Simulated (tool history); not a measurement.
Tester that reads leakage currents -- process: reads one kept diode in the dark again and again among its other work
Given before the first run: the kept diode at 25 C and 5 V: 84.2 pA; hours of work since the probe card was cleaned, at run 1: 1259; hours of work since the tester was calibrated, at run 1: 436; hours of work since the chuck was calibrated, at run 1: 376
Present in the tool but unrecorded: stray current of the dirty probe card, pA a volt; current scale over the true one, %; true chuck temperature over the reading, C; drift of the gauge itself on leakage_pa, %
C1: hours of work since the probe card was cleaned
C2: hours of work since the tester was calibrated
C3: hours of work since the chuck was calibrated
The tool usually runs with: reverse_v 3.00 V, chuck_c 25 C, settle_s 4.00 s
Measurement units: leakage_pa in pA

run 1 day=0.000 | reverse_v=3.00 chuck_c=25 settle_s=4.00 | C1=1259 C2=436 C3=376 | leakage_pa=70.08
run 2 day=0.842 | reverse_v=3.00 chuck_c=25 settle_s=4.00 | C1=1274 C2=451 C3=392 | leakage_pa=70.24
run 3 day=1.917 | reverse_v=3.00 chuck_c=25 settle_s=4.00 | C1=1294 C2=471 C3=411 | leakage_pa=69.99
run 4 day=2.975 | reverse_v=3.00 chuck_c=25 settle_s=4.00 | C1=1313 C2=490 C3=430 | leakage_pa=70.29
run 5 day=4.500 | reverse_v=3.00 chuck_c=25 settle_s=4.00 | C1=1341 C2=518 C3=458 | leakage_pa=70.77
run 6 day=5.975 | reverse_v=3.00 chuck_c=25 settle_s=4.00 | C1=1368 C2=545 C3=485 | leakage_pa=70.16
run 7 day=6.908 | reverse_v=3.00 chuck_c=25 settle_s=4.00 | C1=1385 C2=562 C3=502 | leakage_pa=70.21
run 8 day=7.554 | reverse_v=3.00 chuck_c=25 settle_s=4.00 | C1=1396 C2=573 C3=514 | leakage_pa=70.10
run 9 day=8.679 | reverse_v=18.75 chuck_c=25 settle_s=4.00 | C1=1417 C2=594 C3=534 | leakage_pa=185.34
run 10 day=9.400 | reverse_v=18.75 chuck_c=25 settle_s=4.00 | C1=1430 C2=607 C3=547 | leakage_pa=185.26
run 11 day=10.312 | reverse_v=3.00 chuck_c=25 settle_s=4.59 | C1=1447 C2=624 C3=564 | leakage_pa=70.03
run 12 day=11.246 | reverse_v=3.00 chuck_c=25 settle_s=4.59 | C1=1464 C2=641 C3=581 | leakage_pa=70.05
run 13 day=12.600 | reverse_v=3.48 chuck_c=26 settle_s=0.91 | C1=1488 C2=665 C3=605 | leakage_pa=81.72
run 14 day=13.608 | reverse_v=15.22 chuck_c=30 settle_s=4.00 | C1=1506 C2=683 C3=624 | leakage_pa=231.64
run 15 day=14.571 | reverse_v=15.22 chuck_c=30 settle_s=4.00 | C1=1524 C2=701 C3=641 | leakage_pa=230.97

The logged runs with the hidden state left out (each run's random variation unchanged):
run=1 leakage_pa=66.22
run=2 leakage_pa=66.38
run=3 leakage_pa=66.15
run=4 leakage_pa=66.44
run=5 leakage_pa=66.90
run=6 leakage_pa=66.31
run=7 leakage_pa=66.36
run=8 leakage_pa=66.25
run=9 leakage_pa=157.93
run=10 leakage_pa=157.69
run=11 leakage_pa=66.17
run=12 leakage_pa=66.19
run=13 leakage_pa=77.22
run=14 leakage_pa=209.71
run=15 leakage_pa=209.01

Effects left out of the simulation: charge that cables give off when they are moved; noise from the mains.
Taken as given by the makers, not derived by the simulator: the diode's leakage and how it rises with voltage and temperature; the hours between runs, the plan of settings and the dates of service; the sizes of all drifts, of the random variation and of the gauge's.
